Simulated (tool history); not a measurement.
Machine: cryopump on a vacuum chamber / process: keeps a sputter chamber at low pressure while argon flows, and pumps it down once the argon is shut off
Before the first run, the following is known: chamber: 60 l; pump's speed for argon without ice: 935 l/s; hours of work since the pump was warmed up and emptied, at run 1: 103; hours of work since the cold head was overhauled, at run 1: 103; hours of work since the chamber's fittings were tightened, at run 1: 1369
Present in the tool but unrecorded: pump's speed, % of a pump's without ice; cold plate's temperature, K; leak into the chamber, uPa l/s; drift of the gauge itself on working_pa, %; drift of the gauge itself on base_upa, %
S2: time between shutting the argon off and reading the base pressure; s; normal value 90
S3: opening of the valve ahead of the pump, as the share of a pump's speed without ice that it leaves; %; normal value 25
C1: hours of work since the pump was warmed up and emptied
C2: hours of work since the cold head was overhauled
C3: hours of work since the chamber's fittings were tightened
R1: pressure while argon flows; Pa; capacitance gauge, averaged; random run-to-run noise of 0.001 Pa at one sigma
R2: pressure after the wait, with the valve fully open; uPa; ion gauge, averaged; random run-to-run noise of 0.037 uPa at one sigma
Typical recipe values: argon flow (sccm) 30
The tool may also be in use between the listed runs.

{"run": 1, "hour": 0.0, "argon flow (sccm)": 30, "S2": 90, "S3": 25, "C1": 103, "C2": 103, "C3": 1369, "R1": 0.2216, "R2": 4.65}
{"run": 2, "hour": 28.0, "argon flow (sccm)": 30, "S2": 90, "S3": 25, "C1": 121, "C2": 121, "C3": 1387, "R1": 0.2205, "R2": 4.7}
{"run": 3, "hour": 58.8, "argon flow (sccm)": 30, "S2": 90, "S3": 25, "C1": 140, "C2": 140, "C3": 1406, "R1": 0.2207, "R2": 4.74}
{"run": 4, "hour": 110.9, "argon flow (sccm)": 40, "S2": 90, "S3": 25, "C1": 173, "C2": 173, "C3": 1439, "R1": 0.2948, "R2": 5.01}
{"run": 5, "hour": 141.9, "argon flow (sccm)": 30, "S2": 90, "S3": 25, "C1": 193, "C2": 193, "C3": 1459, "R1": 0.219, "R2": 4.95}
{"run": 6, "hour": 173.2, "argon flow (sccm)": 30, "S2": 90, "S3": 25, "C1": 213, "C2": 213, "C3": 1478, "R1": 0.2209, "R2": 5.04}
{"run": 7, "hour": 225.1, "argon flow (sccm)": 30, "S2": 90, "S3": 28, "C1": 245, "C2": 245, "C3": 1511, "R1": 0.1994, "R2": 5.15}
{"run": 8, "hour": 257.4, "argon flow (sccm)": 30, "S2": 90, "S3": 28, "C1": 266, "C2": 266, "C3": 1532, "R1": 0.1997, "R2": 5.07}
{"run": 9, "hour": 280.8, "argon flow (sccm)": 30, "S2": 90, "S3": 25, "C1": 281, "C2": 281, "C3": 1546, "R1": 0.2242, "R2": 5.08}
{"run": 10, "hour": 313.2, "argon flow (sccm)": 30, "S2": 90, "S3": 25, "C1": 301, "C2": 301, "C3": 1567, "R1": 0.2252, "R2": 5.25}
{"run": 11, "hour": 338.0, "argon flow (sccm)": 30, "S2": 90, "S3": 25, "C1": 317, "C2": 317, "C3": 1583, "R1": 0.2244, "R2": 5.2}
{"run": 12, "hour": 381.4, "argon flow (sccm)": 30, "S2": 90, "S3": 25, "C1": 344, "C2": 344, "C3": 1610, "R1": 0.224, "R2": 5.39}
{"run": 13, "hour": 412.1, "argon flow (sccm)": 30, "S2": 90, "S3": 25, "C1": 364, "C2": 364, "C3": 1629, "R1": 0.2246, "R2": 5.41}
{"run": 14, "hour": 449.5, "argon flow (sccm)": 30, "S2": 90, "S3": 25, "C1": 387, "C2": 387, "C3": 1653, "R1": 0.2268, "R2": 5.51}
{"run": 15, "hour": 484.5, "argon flow (sccm)": 30, "S2": 90, "S3": 25, "C1": 409, "C2": 409, "C3": 1675, "R1": 0.2243, "R2": 5.65}
{"run": 16, "hour": 530.0, "argon flow (sccm)": 30, "S2": 90, "S3": 25, "C1": 438, "C2": 438, "C3": 1704, "R1": 0.2251, "R2": 5.74}
{"run": 17, "hour": 559.3, "argon flow (sccm)": 30, "S2": 90, "S3": 20, "C1": 457, "C2": 457, "C3": 1723, "R1": 0.2801, "R2": 5.78}
{"run": 18, "hour": 608.2, "argon flow (sccm)": 22, "S2": 90, "S3": 40, "C1": 488, "C2": 488, "C3": 1753, "R1": 0.1076, "R2": 5.71}
{"run": 19, "hour": 639.7, "argon flow (sccm)": 30, "S2": 90, "S3": 54, "C1": 508, "C2": 508, "C3": 1773, "R1": 0.1127, "R2": 6.03}
{"run": 20, "hour": 664.1, "argon flow (sccm)": 40, "S2": 184, "S3": 39, "C1": 523, "C2": 523, "C3": 1789, "R1": 0.2021, "R2": 5.13}
{"run": 21, "hour": 691.9, "argon flow (sccm)": 40, "S2": 184, "S3": 39, "C1": 541, "C2": 541, "C3": 1806, "R1": 0.2016, "R2": 5.26}
{"run": 22, "hour": 730.3, "argon flow (sccm)": 44, "S2": 133, "S3": 39, "C1": 565, "C2": 565, "C3": 1831, "R1": 0.225, "R2": 5.53}
{"run": 23, "hour": 767.7, "argon flow (sccm)": 44, "S2": 133, "S3": 39, "C1": 589, "C2": 589, "C3": 1854, "R1": 0.2237, "R2": 5.71}
{"run": 24, "hour": 823.1, "argon flow (sccm)": 52, "S2": 25, "S3": 40, "C1": 624, "C2": 624, "C3": 1889, "R1": 0.2601, "R2": 11.19}
{"run": 25, "hour": 853.2, "argon flow (sccm)": 35, "S2": 251, "S3": 28, "C1": 643, "C2": 643, "C3": 1908, "R1": 0.2439, "R2": 5.37}
{"run": 26, "hour": 884.0, "argon flow (sccm)": 35, "S2": 46, "S3": 22, "C1": 662, "C2": 662, "C3": 1928, "R1": 0.3089, "R2": 8.3}
{"run": 27, "hour": 932.7, "argon flow (sccm)": 35, "S2": 46, "S3": 22, "C1": 693, "C2": 693, "C3": 1959, "R1": 0.3071, "R2": 8.07}
{"run": 28, "hour": 962.8, "argon flow (sccm)": 37, "S2": 90, "S3": 43, "C1": 712, "C2": 712, "C3": 1978, "R1": 0.1759, "R2": 6.89}
{"run": 29, "hour": 1004.3, "argon flow (sccm)": 37, "S2": 90, "S3": 43, "C1": 738, "C2": 738, "C3": 2004, "R1": 0.177, "R2": 6.92}
{"run": 30, "hour": 1048.9, "argon flow (sccm)": 37, "S2": 90, "S3": 28, "C1": 766, "C2": 766, "C3": 2032, "R1": 0.2603, "R2": 7.31}
{"run": 31, "hour": 1075.7, "argon flow (sccm)": 37, "S2": 90, "S3": 28, "C1": 783, "C2": 783, "C3": 2049, "R1": 0.2629, "R2": 7.26}
{"run": 32, "hour": 1108.8, "argon flow (sccm)": 15, "S2": 90, "S3": 25, "C1": 804, "C2": 804, "C3": 2070, "R1": 0.1195, "R2": 7.38}
{"run": 33, "hour": 1144.3, "argon flow (sccm)": 15, "S2": 23, "S3": 17, "C1": 827, "C2": 827, "C3": 2093, "R1": 0.1695, "R2": 12.22}
{"run": 34, "hour": 1186.1, "argon flow (sccm)": 44, "S2": 278, "S3": 56, "C1": 853, "C2": 853, "C3": 2119, "R1": 0.1755, "R2": 6.58}

Below are 4 alternative next runs, each starting from the tool's condition after run 34. Predict each:
{"run": "A", "hour": 1228.8, "argon flow (sccm)": 30, "S2": 90, "S3": 52, "C1": 880, "C2": 880, "C3": 2146, "R1": "?", "R2": "?"}
{"run": "B", "hour": 1228.8, "argon flow (sccm)": 35, "S2": 166, "S3": 25, "C1": 880, "C2": 880, "C3": 2146, "R1": "?", "R2": "?"}
{"run": "C", "hour": 1228.8, "argon flow (sccm)": 15, "S2": 128, "S3": 15, "C1": 880, "C2": 880, "C3": 2146, "R1": "?", "R2": "?"}
{"run": "D", "hour": 1228.8, "argon flow (sccm)": 30, "S2": 41, "S3": 29, "C1": 880, "C2": 880, "C3": 2146, "R1": "?", "R2": "?"}

run=A R1=0.1284 R2=7.66
run=B R1=0.2806 R2=6.86
run=C R1=0.1934 R2=6.88
run=D R1=0.2101 R2=9.72
Without the tool's unlogged condition, the same runs would have read:
run=A R1=0.1052 R2=2.05
run=B R1=0.2535 R2=1.25
run=C R1=0.1817 R2=1.46
run=D R1=0.1869 R2=4.09
